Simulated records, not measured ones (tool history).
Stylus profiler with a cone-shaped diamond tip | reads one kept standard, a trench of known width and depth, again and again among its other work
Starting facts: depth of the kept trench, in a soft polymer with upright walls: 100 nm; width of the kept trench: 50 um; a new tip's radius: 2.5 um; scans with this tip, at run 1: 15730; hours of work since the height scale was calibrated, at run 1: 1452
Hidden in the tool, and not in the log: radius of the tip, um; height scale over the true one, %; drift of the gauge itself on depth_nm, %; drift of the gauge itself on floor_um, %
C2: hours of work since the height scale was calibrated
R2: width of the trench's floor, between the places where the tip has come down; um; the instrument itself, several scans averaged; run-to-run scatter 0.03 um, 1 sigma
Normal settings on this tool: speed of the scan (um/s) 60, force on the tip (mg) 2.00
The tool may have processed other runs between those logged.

run 1 hour=0.0 | speed_of_the_scan_(um/s)=60 force_on_the_tip_(mg)=2.00 | scans_with_this_tip=15730 C2=1452 | depth_of_the_trench_(nm)=101.14 R2=47.97
run 2 hour=86.1 | speed_of_the_scan_(um/s)=60 force_on_the_tip_(mg)=2.00 | scans_with_this_tip=16373 C2=1512 | depth_of_the_trench_(nm)=101.26 R2=47.91
run 3 hour=170.6 | speed_of_the_scan_(um/s)=60 force_on_the_tip_(mg)=2.00 | scans_with_this_tip=17004 C2=1570 | depth_of_the_trench_(nm)=101.16 R2=47.99
run 4 hour=243.7 | speed_of_the_scan_(um/s)=60 force_on_the_tip_(mg)=2.00 | scans_with_this_tip=17550 C2=1620 | depth_of_the_trench_(nm)=101.40 R2=47.86
run 5 hour=323.3 | speed_of_the_scan_(um/s)=60 force_on_the_tip_(mg)=2.00 | scans_with_this_tip=18145 C2=1675 | depth_of_the_trench_(nm)=101.36 R2=47.84
run 6 hour=396.2 | speed_of_the_scan_(um/s)=60 force_on_the_tip_(mg)=2.00 | scans_with_this_tip=18690 C2=1726 | depth_of_the_trench_(nm)=101.34 R2=47.80
run 7 hour=501.3 | speed_of_the_scan_(um/s)=60 force_on_the_tip_(mg)=2.00 | scans_with_this_tip=19474 C2=1798 | depth_of_the_trench_(nm)=101.42 R2=47.82
run 8 hour=596.9 | speed_of_the_scan_(um/s)=60 force_on_the_tip_(mg)=2.00 | scans_with_this_tip=20188 C2=1864 | depth_of_the_trench_(nm)=101.31 R2=47.84
run 9 hour=653.7 | speed_of_the_scan_(um/s)=60 force_on_the_tip_(mg)=2.00 | scans_with_this_tip=20613 C2=1903 | depth_of_the_trench_(nm)=101.63 R2=47.82
run 10 hour=737.8 | speed_of_the_scan_(um/s)=60 force_on_the_tip_(mg)=2.00 | scans_with_this_tip=21241 C2=1961 | depth_of_the_trench_(nm)=101.55 R2=47.82
run 11 hour=784.2 | speed_of_the_scan_(um/s)=60 force_on_the_tip_(mg)=2.00 | scans_with_this_tip=21588 C2=1993 | depth_of_the_trench_(nm)=101.46 R2=47.84
run 12 hour=884.7 | speed_of_the_scan_(um/s)=30 force_on_the_tip_(mg)=2.00 | scans_with_this_tip=22339 C2=2062 | depth_of_the_trench_(nm)=101.57 R2=48.01
run 13 hour=938.2 | speed_of_the_scan_(um/s)=30 force_on_the_tip_(mg)=2.00 | scans_with_this_tip=22738 C2=2099 | depth_of_the_trench_(nm)=101.55 R2=47.97
run 14 hour=987.9 | speed_of_the_scan_(um/s)=30 force_on_the_tip_(mg)=2.00 | scans_with_this_tip=23109 C2=2134 | depth_of_the_trench_(nm)=101.73 R2=47.97
run 15 hour=1061.8 | speed_of_the_scan_(um/s)=60 force_on_the_tip_(mg)=2.00 | scans_with_this_tip=23662 C2=2185 | depth_of_the_trench_(nm)=101.62 R2=47.78
-- hour=1071.4 height scale calibrated on a step standard
run 16 hour=1124.3 | speed_of_the_scan_(um/s)=213 force_on_the_tip_(mg)=2.00 | scans_with_this_tip=24125 C2=37 | depth_of_the_trench_(nm)=100.57 R2=47.00
run 17 hour=1201.8 | speed_of_the_scan_(um/s)=221 force_on_the_tip_(mg)=2.00 | scans_with_this_tip=24703 C2=90 | depth_of_the_trench_(nm)=100.71 R2=46.94
run 18 hour=1283.9 | speed_of_the_scan_(um/s)=221 force_on_the_tip_(mg)=2.00 | scans_with_this_tip=25316 C2=147 | depth_of_the_trench_(nm)=100.81 R2=46.93
run 19 hour=1360.6 | speed_of_the_scan_(um/s)=60 force_on_the_tip_(mg)=2.75 | scans_with_this_tip=25890 C2=200 | depth_of_the_trench_(nm)=100.90 R2=47.80
run 20 hour=1446.9 | speed_of_the_scan_(um/s)=60 force_on_the_tip_(mg)=2.75 | scans_with_this_tip=26534 C2=259 | depth_of_the_trench_(nm)=101.16 R2=47.78
run 21 hour=1537.7 | speed_of_the_scan_(um/s)=60 force_on_the_tip_(mg)=2.75 | scans_with_this_tip=27212 C2=322 | depth_of_the_trench_(nm)=101.12 R2=47.77
run 22 hour=1612.5 | speed_of_the_scan_(um/s)=60 force_on_the_tip_(mg)=2.00 | scans_with_this_tip=27771 C2=373 | depth_of_the_trench_(nm)=100.80 R2=47.70
run 23 hour=1675.6 | speed_of_the_scan_(um/s)=60 force_on_the_tip_(mg)=2.00 | scans_with_this_tip=28243 C2=417 | depth_of_the_trench_(nm)=101.12 R2=47.69
run 24 hour=1738.9 | speed_of_the_scan_(um/s)=60 force_on_the_tip_(mg)=2.00 | scans_with_this_tip=28715 C2=460 | depth_of_the_trench_(nm)=100.93 R2=47.74
run 25 hour=1800.7 | speed_of_the_scan_(um/s)=85 force_on_the_tip_(mg)=1.01 | scans_with_this_tip=29177 C2=503 | depth_of_the_trench_(nm)=100.63 R2=47.37
run 26 hour=1899.4 | speed_of_the_scan_(um/s)=46 force_on_the_tip_(mg)=1.05 | scans_with_this_tip=29915 C2=571 | depth_of_the_trench_(nm)=100.74 R2=47.66
run 27 hour=1972.4 | speed_of_the_scan_(um/s)=38 force_on_the_tip_(mg)=4.99 | scans_with_this_tip=30460 C2=621 | depth_of_the_trench_(nm)=101.61 R2=47.87
run 28 hour=2064.3 | speed_of_the_scan_(um/s)=38 force_on_the_tip_(mg)=1.47 | scans_with_this_tip=31146 C2=685 | depth_of_the_trench_(nm)=101.11 R2=47.73
run 29 hour=2147.9 | speed_of_the_scan_(um/s)=38 force_on_the_tip_(mg)=1.47 | scans_with_this_tip=31770 C2=742 | depth_of_the_trench_(nm)=100.80 R2=47.69
run 30 hour=2249.8 | speed_of_the_scan_(um/s)=61 force_on_the_tip_(mg)=1.16 | scans_with_this_tip=32532 C2=813 | depth_of_the_trench_(nm)=100.83 R2=47.56
run 31 hour=2306.4 | speed_of_the_scan_(um/s)=61 force_on_the_tip_(mg)=1.16 | scans_with_this_tip=32954 C2=852 | depth_of_the_trench_(nm)=100.85 R2=47.47
-- hour=2395.2 new tip fitted, height scale calibrated
run 32 hour=2396.6 | speed_of_the_scan_(um/s)=109 force_on_the_tip_(mg)=1.46 | scans_with_this_tip=10 C2=1 | depth_of_the_trench_(nm)=100.71 R2=47.93
run 33 hour=2459.3 | speed_of_the_scan_(um/s)=239 force_on_the_tip_(mg)=0.81 | scans_with_this_tip=478 C2=44 | depth_of_the_trench_(nm)=100.37 R2=46.69
run 34 hour=2504.5 | speed_of_the_scan_(um/s)=69 force_on_the_tip_(mg)=0.80 | scans_with_this_tip=816 C2=75 | depth_of_the_trench_(nm)=100.55 R2=48.00
run 35 hour=2586.1 | speed_of_the_scan_(um/s)=60 force_on_the_tip_(mg)=3.89 | scans_with_this_tip=1426 C2=132 | depth_of_the_trench_(nm)=101.22 R2=48.36
run 36 hour=2649.0 | speed_of_the_scan_(um/s)=44 force_on_the_tip_(mg)=3.09 | scans_with_this_tip=1896 C2=175 | depth_of_the_trench_(nm)=100.99 R2=48.40
run 37 hour=2752.2 | speed_of_the_scan_(um/s)=44 force_on_the_tip_(mg)=3.09 | scans_with_this_tip=2667 C2=246 | depth_of_the_trench_(nm)=101.04 R2=48.36
run 38 hour=2809.2 | speed_of_the_scan_(um/s)=217 force_on_the_tip_(mg)=2.25 | scans_with_this_tip=3092 C2=286 | depth_of_the_trench_(nm)=100.89 R2=47.46
run 39 hour=2869.7 | speed_of_the_scan_(um/s)=163 force_on_the_tip_(mg)=1.59 | scans_with_this_tip=3544 C2=327 | depth_of_the_trench_(nm)=100.64 R2=47.55
run 40 hour=2973.6 | speed_of_the_scan_(um/s)=18 force_on_the_tip_(mg)=0.80 | scans_with_this_tip=4320 C2=399 | depth_of_the_trench_(nm)=100.49 R2=48.35
run 41 hour=3021.2 | speed_of_the_scan_(um/s)=18 force_on_the_tip_(mg)=0.80 | scans_with_this_tip=4676 C2=432 | depth_of_the_trench_(nm)=100.56 R2=48.37
run 42 hour=3101.3 | speed_of_the_scan_(um/s)=15 force_on_the_tip_(mg)=0.72 | scans_with_this_tip=5274 C2=487 | depth_of_the_trench_(nm)=100.61 R2=48.37
run 43 hour=3182.7 | speed_of_the_scan_(um/s)=25 force_on_the_tip_(mg)=0.72 | scans_with_this_tip=5882 C2=543 | depth_of_the_trench_(nm)=100.63 R2=48.21
run 44 hour=3238.5 | speed_of_the_scan_(um/s)=25 force_on_the_tip_(mg)=0.72 | scans_with_this_tip=6299 C2=582 | depth_of_the_trench_(nm)=100.71 R2=48.24
run 45 hour=3328.0 | speed_of_the_scan_(um/s)=16 force_on_the_tip_(mg)=0.99 | scans_with_this_tip=6967 C2=643 | depth_of_the_trench_(nm)=100.78 R2=48.35
run 46 hour=3422.1 | speed_of_the_scan_(um/s)=54 force_on_the_tip_(mg)=2.53 | scans_with_this_tip=7670 C2=708 | depth_of_the_trench_(nm)=101.13 R2=48.19

Predict each of these 3 candidate next runs independently; none follows another, all start after run 46:
run A hour=3502.2 | speed_of_the_scan_(um/s)=119 force_on_the_tip_(mg)=0.94 | scans_with_this_tip=8268 C2=763 | depth_of_the_trench_(nm)=? R2=?
run B hour=3502.2 | speed_of_the_scan_(um/s)=106 force_on_the_tip_(mg)=1.27 | scans_with_this_tip=8268 C2=763 | depth_of_the_trench_(nm)=? R2=?
run C hour=3502.2 | speed_of_the_scan_(um/s)=128 force_on_the_tip_(mg)=3.71 | scans_with_this_tip=8268 C2=763 | depth_of_the_trench_(nm)=? R2=?

run=A depth_of_the_trench_(nm)=100.68 R2=47.45
run=B depth_of_the_trench_(nm)=100.85 R2=47.71
run=C depth_of_the_trench_(nm)=101.30 R2=47.96
What these runs would have given with no unlogged condition in the tool:
run=A depth_of_the_trench_(nm)=100.46 R2=47.63
run=B depth_of_the_trench_(nm)=100.63 R2=47.90
run=C depth_of_the_trench_(nm)=101.08 R2=48.15
